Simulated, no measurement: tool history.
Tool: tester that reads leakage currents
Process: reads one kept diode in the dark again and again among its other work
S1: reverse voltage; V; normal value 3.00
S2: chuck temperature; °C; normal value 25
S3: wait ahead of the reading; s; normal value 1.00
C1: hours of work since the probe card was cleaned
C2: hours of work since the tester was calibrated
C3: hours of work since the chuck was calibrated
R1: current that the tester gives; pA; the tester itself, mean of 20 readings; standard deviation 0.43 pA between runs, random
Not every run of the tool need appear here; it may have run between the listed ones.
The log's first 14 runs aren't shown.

run,day,S1,S2,S3,C1,C2,C3,R1
15,24.725,3.00,25,1.00,214,794,908,130.61
16,26.396,3.00,25,0.31,246,825,940,131.49
17,27.988,12.92,25,1.00,276,855,970,310.50
18,29.542,12.92,25,1.00,305,885,999,309.10
19,31.671,18.17,25,1.00,346,925,1040,380.39
20,33.854,18.17,55,1.00,387,967,1081,3914.95
21,35.933,3.25,35,1.12,426,1006,1121,308.30
22,37.188,3.25,35,1.12,450,1030,1144,307.27
23,38.317,3.25,35,1.12,471,1051,1166,308.93
24,39.500,2.34,25,3.90,494,1073,1188,109.54
25,40.854,2.34,25,3.90,520,1099,1214,109.16
26,42.496,4.02,25,1.00,551,1130,1245,150.58
# day 43.175: chuck's temperature calibrated
27,44.254,3.00,29,1.00,582,1162,20,195.48
28,45.833,2.94,29,1.00,612,1192,50,193.42
29,46.896,3.00,31,0.36,632,1212,70,231.39
30,49.133,11.62,26,0.99,675,1254,113,340.18
31,51.096,2.67,28,1.00,712,1291,150,167.41

Run 32 is up next; what results do you expect?
32,52.054,2.67,22,1.00,730,1310,168,?

R1: 99.88 pA
Minus the tool's unlogged condition, the same run would have read R1 101.83 pA.
